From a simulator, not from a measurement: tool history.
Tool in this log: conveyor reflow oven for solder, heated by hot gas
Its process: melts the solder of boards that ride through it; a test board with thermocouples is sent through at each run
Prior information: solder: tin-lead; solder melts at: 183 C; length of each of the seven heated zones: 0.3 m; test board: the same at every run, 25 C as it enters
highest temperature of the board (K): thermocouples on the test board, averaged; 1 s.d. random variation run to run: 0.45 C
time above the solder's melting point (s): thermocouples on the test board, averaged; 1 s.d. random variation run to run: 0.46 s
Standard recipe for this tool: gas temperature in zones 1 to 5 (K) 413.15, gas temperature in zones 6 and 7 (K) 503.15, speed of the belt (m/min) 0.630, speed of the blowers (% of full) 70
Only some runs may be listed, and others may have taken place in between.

run   hour  gas temperature in zones 1 to 5 (K)  gas temperature in zones 6 and 7 (K)  speed of the belt (m/min)  speed of the blowers (% of full)  highest temperature of the board (K)  time above the solder's melting point (s)
  1    0.0                               413.15                                503.15                      0.630                                70                                484.85                                       40.3
  2   28.3                               413.15                                503.15                      0.630                                70                                483.35                                       39.7
  3   77.1                               413.15                                503.15                      0.630                                70                                484.45                                       40.4
  4  113.4                               413.15                                514.15                      0.630                                70                                494.25                                       45.0
  5  154.6                               413.15                                514.15                      0.630                                70                                493.75                                       44.9
  6  200.1                               413.15                                514.15                      0.630                                70                                493.95                                       45.1
     220.2  -- belt drive overhauled, speed set with a stopwatch
  7  256.5                               413.15                                514.15                      0.630                                70                                493.85                                       44.8
  8  321.2                               417.15                                493.15                      0.598                                68                                479.15                                       37.9
  9  358.9                               408.15                                503.15                      0.630                                70                                483.35                                       37.6
 10  414.2                               408.15                                518.15                      0.503                                70                                503.45                                       60.8
     439.5  -- flux residue cleaned out of gas plates and filters
 11  449.3                               420.15                                513.15                      0.626                                84                                496.85                                       48.0

Here are 5 independent what-if runs from the current tool condition. What would each one return?
  A  485.7                               413.15                                503.15                      0.661                                70                                     ?                                          ?
  B  485.7                               420.15                                513.15                      0.531                                70                                     ?                                          ?
  C  485.7                               417.15                                517.15                      0.630                                70                                     ?                                          ?
  D  485.7                               413.15                                502.15                      0.700                                67                                     ?                                          ?
  E  485.7                               402.15                                503.15                      0.630                                75                                     ?                                          ?

run  highest temperature of the board (K)  time above the solder's melting point (s)
  A                                483.85                                       36.0
  B                                498.65                                       58.7
  C                                496.55                                       47.0
  D                                479.75                                       31.6
  E                                483.25                                       36.1
Had the tool no hidden state, the same runs would have come out as:
run  highest temperature of the board (K)  time above the solder's melting point (s)
  A                                483.95                                       36.0
  B                                498.75                                       58.7
  C                                496.65                                       47.0
  D                                479.85                                       31.7
  E                                483.35                                       36.2
